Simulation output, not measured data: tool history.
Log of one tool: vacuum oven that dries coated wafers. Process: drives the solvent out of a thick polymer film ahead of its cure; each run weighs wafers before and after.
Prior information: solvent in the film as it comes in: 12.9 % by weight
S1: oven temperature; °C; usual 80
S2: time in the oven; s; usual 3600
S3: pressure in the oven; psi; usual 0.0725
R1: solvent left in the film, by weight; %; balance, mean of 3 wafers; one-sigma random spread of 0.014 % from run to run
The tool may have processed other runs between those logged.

run 1 day=0 | S1=80 S2=3600 S3=0.0725 | R1=1.08
run 2 day=1.012 | S1=80 S2=3600 S3=0.0725 | R1=1.07
run 3 day=1.742 | S1=80 S2=3600 S3=0.0725 | R1=1.05
run 4 day=3.421 | S1=80 S2=3600 S3=0.0725 | R1=1.05
run 5 day=4.717 | S1=80 S2=3600 S3=0.0725 | R1=1.04
run 6 day=5.654 | S1=80 S2=3600 S3=0.0725 | R1=1.07
run 7 day=7.046 | S1=80 S2=3600 S3=0.0725 | R1=1.05
run 8 day=8.146 | S1=80 S2=3600 S3=0.0725 | R1=1.06
run 9 day=9.658 | S1=80 S2=3600 S3=0.0817 | R1=1.08
run 10 day=11.217 | S1=80 S2=3600 S3=0.0817 | R1=1.09
run 11 day=12.238 | S1=80 S2=3600 S3=0.0817 | R1=1.06
run 12 day=13.592 | S1=80 S2=3600 S3=0.0725 | R1=1.06
run 13 day=15.017 | S1=80 S2=3600 S3=0.0725 | R1=1.06
run 14 day=16.338 | S1=80 S2=3600 S3=0.0495 | R1=1.02

Run 15 comes next. What will it give?
run 15 day=17.575 | S1=80 S2=3600 S3=0.0725 | R1=?

{"run 15": {"R1": 1.09}}
With no hidden state in the tool, this same run would have given R1 1.08 %.
